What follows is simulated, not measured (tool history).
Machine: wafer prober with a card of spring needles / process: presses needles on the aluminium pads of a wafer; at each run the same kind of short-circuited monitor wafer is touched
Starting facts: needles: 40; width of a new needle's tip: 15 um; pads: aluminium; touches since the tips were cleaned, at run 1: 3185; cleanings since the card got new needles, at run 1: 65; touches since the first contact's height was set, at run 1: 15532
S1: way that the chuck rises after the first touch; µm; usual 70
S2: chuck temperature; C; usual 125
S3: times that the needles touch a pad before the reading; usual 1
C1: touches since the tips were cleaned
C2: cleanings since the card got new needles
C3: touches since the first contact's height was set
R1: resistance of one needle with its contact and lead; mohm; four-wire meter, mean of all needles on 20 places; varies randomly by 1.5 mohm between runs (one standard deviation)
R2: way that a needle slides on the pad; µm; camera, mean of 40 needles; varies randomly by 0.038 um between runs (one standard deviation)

run 1 hour=0.0 | S1=70 S2=125 S3=1 | C1=3185 C2=65 C3=15532 | R1=176 R2=11.53
-- hour=0.9 tips cleaned on abrasive film
-- hour=7.5 tips cleaned on abrasive film
run 2 hour=11.8 | S1=70 S2=125 S3=1 | C1=2514 C2=67 C3=22336 | R1=170 R2=11.52
-- hour=13.9 tips cleaned on abrasive film
-- hour=20.2 tips cleaned on abrasive film
run 3 hour=22.7 | S1=70 S2=125 S3=1 | C1=1480 C2=69 C3=28633 | R1=164 R2=11.42
-- hour=26.4 tips cleaned on abrasive film
run 4 hour=31.6 | S1=76 S2=125 S3=1 | C1=3074 C2=70 C3=33784 | R1=175 R2=12.41
-- hour=32.7 tips cleaned on abrasive film
run 5 hour=38.0 | S1=70 S2=125 S3=1 | C1=3118 C2=71 C3=37451 | R1=181 R2=11.39
-- hour=38.8 tips cleaned on abrasive film
-- hour=45.6 tips cleaned on abrasive film
run 6 hour=47.8 | S1=70 S2=103 S3=1 | C1=1293 C2=73 C3=43102 | R1=158 R2=11.41
-- hour=52.0 tips cleaned on abrasive film
run 7 hour=56.1 | S1=70 S2=103 S3=1 | C1=2358 C2=74 C3=47864 | R1=172 R2=11.37
-- hour=57.1 height of the first contact set anew
-- hour=58.9 tips cleaned on abrasive film
-- hour=65.6 tips cleaned on abrasive film
run 8 hour=66.1 | S1=70 S2=103 S3=1 | C1=307 C2=76 C3=5161 | R1=145 R2=11.31
-- hour=72.5 tips cleaned on abrasive film
run 9 hour=72.6 | S1=70 S2=103 S3=1 | C1=38 C2=77 C3=8917 | R1=146 R2=11.26
-- hour=78.1 height of the first contact set anew, once more
run 10 hour=78.2 | S1=70 S2=103 S3=1 | C1=3125 C2=77 C3=40 | R1=178 R2=11.61
-- hour=79.1 tips cleaned on abrasive film
-- hour=86.0 tips cleaned on abrasive film
run 11 hour=89.6 | S1=74 S2=32 S3=1 | C1=2093 C2=79 C3=6600 | R1=160 R2=12.20
-- hour=92.6 tips cleaned on abrasive film
run 12 hour=96.5 | S1=76 S2=62 S3=2 | C1=2334 C2=80 C3=10631 | R1=147 R2=12.48
-- hour=98.9 tips cleaned on abrasive film
run 13 hour=101.7 | S1=70 S2=97 S3=1 | C1=1646 C2=81 C3=13584 | R1=163 R2=11.52
-- hour=105.4 tips cleaned on abrasive film
run 14 hour=110.8 | S1=72 S2=97 S3=2 | C1=3180 C2=82 C3=18887 | R1=161 R2=11.83
-- hour=111.8 tips cleaned on abrasive film
-- hour=118.1 tips cleaned on abrasive film
run 15 hour=121.6 | S1=72 S2=100 S3=2 | C1=2003 C2=84 C3=25071 | R1=154 R2=11.70
-- hour=124.7 tips cleaned on abrasive film
-- hour=131.1 tips cleaned on abrasive film
run 16 hour=131.1 | S1=65 S2=41 S3=2 | C1=8 C2=86 C3=30553 | R1=129 R2=10.58

For some of the steps in R1 from one run to the next: how much would appear even if the tool had no hidden state, given the settings, what came in and random variation, and how much remains for the hidden state plus any gauge scatter that the measured result and the result without hidden state don't share?
Hidden state at play: debris on the tips, nm; way that the needles fall short of the set height, um; tips' diameter, um; drift of the gauge itself on contact_mohm, %; drift of the gauge itself on scrub_um, %.
Run 9 -> 10: height of the first contact set anew, once more. R1 +32 mohm: hidden state +34, all else -2.
